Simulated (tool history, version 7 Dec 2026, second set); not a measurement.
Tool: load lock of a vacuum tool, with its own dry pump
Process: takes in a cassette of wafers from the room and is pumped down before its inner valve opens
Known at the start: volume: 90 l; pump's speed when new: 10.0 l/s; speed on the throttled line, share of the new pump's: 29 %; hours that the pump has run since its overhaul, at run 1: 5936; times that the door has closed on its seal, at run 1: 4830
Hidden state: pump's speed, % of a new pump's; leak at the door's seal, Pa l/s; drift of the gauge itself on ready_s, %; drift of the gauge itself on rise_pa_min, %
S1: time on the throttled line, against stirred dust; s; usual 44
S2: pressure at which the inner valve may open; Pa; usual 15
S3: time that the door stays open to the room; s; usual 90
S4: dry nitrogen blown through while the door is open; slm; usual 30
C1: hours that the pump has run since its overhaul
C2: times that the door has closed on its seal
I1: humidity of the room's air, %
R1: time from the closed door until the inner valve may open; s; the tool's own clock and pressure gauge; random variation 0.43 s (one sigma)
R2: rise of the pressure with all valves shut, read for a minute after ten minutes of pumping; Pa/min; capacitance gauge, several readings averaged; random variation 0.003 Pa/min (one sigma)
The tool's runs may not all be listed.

| run | hour | S1 | S2 | S3 | S4 | C1 | C2 | I1 | R1 | R2 |
|---|---|---|---|---|---|---|---|---|---|---|
| 1 | 0 | 44 | 15 | 90 | 30 | 5936 | 4830 | 43 | 116.5 | 0.091 |
| 2 | 115 | 25 | 15 | 90 | 30 | 6051 | 5203 | 44.6 | 104.2 | 0.098 |
| 3 | 233.6 | 25 | 15 | 90 | 30 | 6170 | 5588 | 47.1 | 103.9 | 0.102 |
| 4 | 376 | 25 | 15 | 90 | 30 | 6312 | 6050 | 44.6 | 104.9 | 0.116 |
| 5 | 493.7 | 44 | 15 | 90 | 30 | 6430 | 6431 | 47.6 | 117.2 | 0.124 |
| 6 | 594.4 | 44 | 15 | 90 | 30 | 6531 | 6758 | 46.8 | 118 | 0.129 |
| 7 | 668.4 | 28 | 15 | 90 | 30 | 6605 | 6998 | 45.6 | 107 | 0.135 |
| 8 | 779.1 | 28 | 15 | 90 | 30 | 6715 | 7356 | 46 | 107.6 | 0.14 |
| 9 | 950.4 | 28 | 15 | 90 | 30 | 6887 | 7912 | 48.9 | 107.1 | 0.159 |
| 10 | 1090.8 | 44 | 15 | 90 | 30 | 7027 | 8367 | 47 | 118 | 0.168 |
| 11 | 1209.5 | 44 | 15 | 90 | 30 | 7146 | 8752 | 46 | 117.9 | 0.177 |
| 12 | 1328.1 | 64 | 21 | 43 | 18 | 7264 | 9136 | 45.6 | 128.4 | 0.184 |
| 13 | 1425.1 | 44 | 19 | 90 | 6 | 7361 | 9451 | 41.8 | 116.4 | 0.21 |
| 14 | 1541.2 | 28 | 19 | 45 | 6 | 7477 | 9827 | 47.7 | 104.8 | 0.211 |

The next listed run, before its measurement:
| 15 | 1639.2 | 44 | 25 | 90 | 30 | 7575 | 10145 | 44.1 | ? | ? |

Run 15 gave R1 112.3 s, R2 0.218 Pa/min.
Without the tool's hidden state the same run would have given R1 105.4 s, R2 0.023 Pa/min.
